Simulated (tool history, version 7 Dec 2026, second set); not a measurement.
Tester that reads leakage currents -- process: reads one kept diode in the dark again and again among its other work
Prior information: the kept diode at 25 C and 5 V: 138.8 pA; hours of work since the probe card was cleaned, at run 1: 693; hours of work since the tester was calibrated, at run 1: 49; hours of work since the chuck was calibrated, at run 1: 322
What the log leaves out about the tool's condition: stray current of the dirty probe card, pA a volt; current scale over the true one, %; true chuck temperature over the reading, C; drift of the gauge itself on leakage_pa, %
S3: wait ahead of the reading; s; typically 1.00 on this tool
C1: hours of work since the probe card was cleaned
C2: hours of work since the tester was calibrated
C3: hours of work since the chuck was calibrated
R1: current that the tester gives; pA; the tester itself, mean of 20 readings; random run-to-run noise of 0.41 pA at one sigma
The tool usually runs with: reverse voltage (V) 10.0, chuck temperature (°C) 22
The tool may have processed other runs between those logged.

Run 1, hour 0.0: usual settings; C1 693; C2 49; C3 322. Result: R1 136.78 pA.
Run 2, hour 28.4: usual settings; C1 705; C2 61; C3 334. Result: R1 136.16 pA.
Run 3, hour 49.6: usual settings; C1 714; C2 69; C3 343. Result: R1 135.84 pA.
Run 4, hour 68.9: usual settings but S3 6.11 s; C1 722; C2 77; C3 351. Result: R1 134.88 pA.
Run 5, hour 107.6: usual settings but S3 6.11 s; C1 738; C2 93; C3 366. Result: R1 135.97 pA.
Run 6, hour 147.4: usual settings; C1 754; C2 109; C3 383. Result: R1 136.52 pA.
Run 7, hour 183.0: usual settings; C1 768; C2 124; C3 397. Result: R1 137.20 pA.
Run 8, hour 210.1: usual settings but S3 4.04 s; C1 779; C2 135; C3 408. Result: R1 135.10 pA.
Run 9, hour 229.8: usual settings but S3 4.04 s; C1 788; C2 143; C3 416. Result: R1 135.68 pA.
Run 10, hour 266.3: usual settings but S3 4.04 s; C1 802; C2 158; C3 431. Result: R1 135.36 pA.
Run 11, hour 300.2: usual settings but S3 4.04 s; C1 816; C2 172; C3 445. Result: R1 135.98 pA.
Run 12, hour 331.1: usual settings but S3 4.04 s; C1 829; C2 185; C3 458. Result: R1 135.06 pA.
Run 13, hour 370.8: usual settings but S3 2.15 s; C1 845; C2 201; C3 474. Result: R1 136.33 pA.
Run 14, hour 394.3: usual settings but chuck temperature (°C) 20, S3 0.56 s; C1 855; C2 210; C3 484. Result: R1 117.45 pA.
Run 15, hour 433.3: usual settings but chuck temperature (°C) 54, S3 0.63 s; C1 871; C2 226; C3 500. Result: R1 1445.38 pA.
Run 16, hour 454.0: usual settings but reverse voltage (V) 1.0, chuck temperature (°C) 54, S3 0.90 s; C1 879; C2 235; C3 508. Result: R1 705.85 pA.
Run 17, hour 480.9: usual settings but reverse voltage (V) 1.3, S3 2.94 s; C1 890; C2 246; C3 519. Result: R1 71.78 pA.
Run 18, hour 514.7: usual settings but reverse voltage (V) 1.4, S3 0.82 s; C1 904; C2 260; C3 533. Result: R1 73.45 pA.
Run 19, hour 537.2: usual settings but reverse voltage (V) 9.6, S3 0.55 s; C1 913; C2 269; C3 542. Result: R1 135.95 pA.
Run 20, hour 567.6: usual settings but reverse voltage (V) 9.6, S3 0.55 s; C1 926; C2 281; C3 555. Result: R1 136.49 pA.
Run 21, hour 599.0: usual settings but reverse voltage (V) 9.6, S3 0.55 s; C1 939; C2 294; C3 568. Result: R1 136.38 pA.
At hour 603.3: chuck's temperature calibrated.
Run 22, hour 634.7: usual settings but reverse voltage (V) 1.1, chuck temperature (°C) 37, S3 0.31 s; C1 953; C2 308; C3 13. Result: R1 219.97 pA.
Run 23, hour 665.6: usual settings but reverse voltage (V) 1.1, chuck temperature (°C) 37, S3 0.31 s; C1 965; C2 321; C3 25. Result: R1 218.88 pA.
Run 24, hour 705.6: usual settings but reverse voltage (V) 1.3; C1 982; C2 337; C3 42. Result: R1 71.60 pA.
Run 25, hour 743.2: usual settings but reverse voltage (V) 1.7, chuck temperature (°C) 35, S3 0.56 s; C1 997; C2 353; C3 57. Result: R1 216.91 pA.

Alternative continuations, all from the tool just after run 25; predict every row:
Run A, hour 774.0: usual settings but reverse voltage (V) 2.1, chuck temperature (°C) 21, S3 8.56 s; C1 1010; C2 365; C3 70. Result: R1 ?.
Run B, hour 774.0: usual settings but reverse voltage (V) 3.9, chuck temperature (°C) 50, S3 0.56 s; C1 1010; C2 365; C3 70. Result: R1 ?.
Run C, hour 774.0: usual settings but reverse voltage (V) 3.3, chuck temperature (°C) 26, S3 2.90 s; C1 1010; C2 365; C3 70. Result: R1 ?.
Run D, hour 774.0: usual settings but reverse voltage (V) 1.7, chuck temperature (°C) 36, S3 0.73 s; C1 1010; C2 365; C3 70. Result: R1 ?.
Run E, hour 774.0: usual settings but reverse voltage (V) 4.9, chuck temperature (°C) 27, S3 2.25 s; C1 1010; C2 365; C3 70. Result: R1 ?.

run      R1
  A   76.78
  B  825.15
  C  132.46
  D  232.81
  E  163.02
With the hidden condition removed and each run's random variation left untouched, the same runs would have given:
run      R1
  A   76.76
  B  825.07
  C  132.43
  D  232.78
  E  162.98

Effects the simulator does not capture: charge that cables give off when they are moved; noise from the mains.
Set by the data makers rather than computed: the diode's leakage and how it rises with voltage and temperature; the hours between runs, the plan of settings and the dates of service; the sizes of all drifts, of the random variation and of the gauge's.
